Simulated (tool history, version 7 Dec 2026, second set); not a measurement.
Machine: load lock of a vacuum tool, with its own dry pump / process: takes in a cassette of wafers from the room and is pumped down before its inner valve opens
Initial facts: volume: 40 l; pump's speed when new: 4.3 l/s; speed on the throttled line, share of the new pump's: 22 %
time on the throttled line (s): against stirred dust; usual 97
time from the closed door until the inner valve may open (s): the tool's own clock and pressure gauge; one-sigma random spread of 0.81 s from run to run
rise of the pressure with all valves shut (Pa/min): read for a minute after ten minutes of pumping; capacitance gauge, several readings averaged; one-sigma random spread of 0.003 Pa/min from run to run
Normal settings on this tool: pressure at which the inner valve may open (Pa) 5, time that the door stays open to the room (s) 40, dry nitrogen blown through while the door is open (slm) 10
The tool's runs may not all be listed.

run	day	time on the throttled line (s)	pressure at which the inner valve may open (Pa)	time that the door stays open to the room (s)	dry nitrogen blown through while the door is open (slm)	incoming humidity of the room's air, %	time from the closed door until the inner valve may open (s)	rise of the pressure with all valves shut (Pa/min)
1	0	97	5	40	10	44.9	172.1	0.069
2	10.358	97	5	112	10	43.4	171.1	0.102
3	19.233	97	5	112	10	46.1	172	0.102
4	26.033	97	5	112	10	45.1	171.9	0.106
5	35.412	97	5	112	10	43.5	171.9	0.112
6	43.608	97	5	38	10	48.1	173	0.079
7	48.15	97	5	25	10	41.4	171.6	0.073
8	57.162	97	5	25	10	44.8	173.1	0.074
9	61.742	97	4	40	10	39.9	175	0.081
10	68.088	97	4	40	10	44	174.2	0.086
11	76.562	97	4	40	10	44.9	174.9	0.083
12	82.492	97	4	40	10	46.8	174.6	0.093
13	90.754	97	5	40	10	47.1	173.4	0.089
14	99.379	97	4	163	10	43.4	175	0.148
15	109.071	97	4	163	10	43.1	176	0.151
16	113.746	170	5	191	43	45.8	229.5	0.113
17	119.033	82	7	48	5	44.8	157.8	0.111
18	124.217	82	7	48	5	43.6	157.2	0.117
19	130.254	82	7	48	5	43.2	157.1	0.12
20	137.467	140	5	77	6	44.6	205.4	0.132
21	142.4	140	5	77	18	45.1	206.9	0.118
22	147.296	66	5	174	35	42.8	149.7	0.117
23	153.775	50	5	174	35	46.4	135.2	0.119
24	159.879	97	4	199	17	43.2	175.8	0.156
25	164.2	78	5	53	10	42.3	158.9	0.125
26	172.654	131	5	60	10	45.7	200.8	0.133

What if the next run were any one of these 4? Each begins from the tool's condition after run 26:
A	181.321	97	5	84	10	40.1	?	?
B	181.321	71	6	63	10	43	?	?
C	181.321	112	5	142	5	45.6	?	?
D	181.321	131	5	60	10	49.9	?	?

run	time from the closed door until the inner valve may open (s)	rise of the pressure with all valves shut (Pa/min)
A	173	0.141
B	150.6	0.129
C	186.6	0.194
D	200.7	0.139
With no hidden state in the tool, these same runs would have given:
run	time from the closed door until the inner valve may open (s)	rise of the pressure with all valves shut (Pa/min)
A	168.9	0.054
B	146.5	0.043
C	182.6	0.106
D	197.1	0.051
